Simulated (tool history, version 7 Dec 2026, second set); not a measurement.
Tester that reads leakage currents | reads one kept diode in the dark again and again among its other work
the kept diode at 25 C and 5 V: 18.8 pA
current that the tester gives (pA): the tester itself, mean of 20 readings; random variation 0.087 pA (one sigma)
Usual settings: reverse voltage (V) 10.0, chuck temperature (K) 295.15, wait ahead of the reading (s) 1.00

run   hour  reverse voltage (V)  chuck temperature (K)  wait ahead of the reading (s)  current that the tester gives (pA)
  1    0.0                 10.0                 295.15                           1.00                               27.23
  2   24.5                 10.0                 295.15                           1.00                               27.30
  3   46.8                 10.0                 295.15                           4.61                               24.73
  4   74.9                 10.0                 295.15                           4.61                               24.76
  5   97.0                 10.0                 297.15                           1.00                               30.97
     102.6  -- tester calibrated
  6  130.7                  7.9                 324.15                           6.97                              164.13
  7  149.5                  7.9                 324.15                           6.97                              163.64

Run 8 comes next. What will it give?
  8  182.8                 15.8                 325.15                           2.38                                   ?

Run 8 gave current that the tester gives (pA) 247.28.
Without the tool's hidden state the same run would have given current that the tester gives (pA) 255.75.
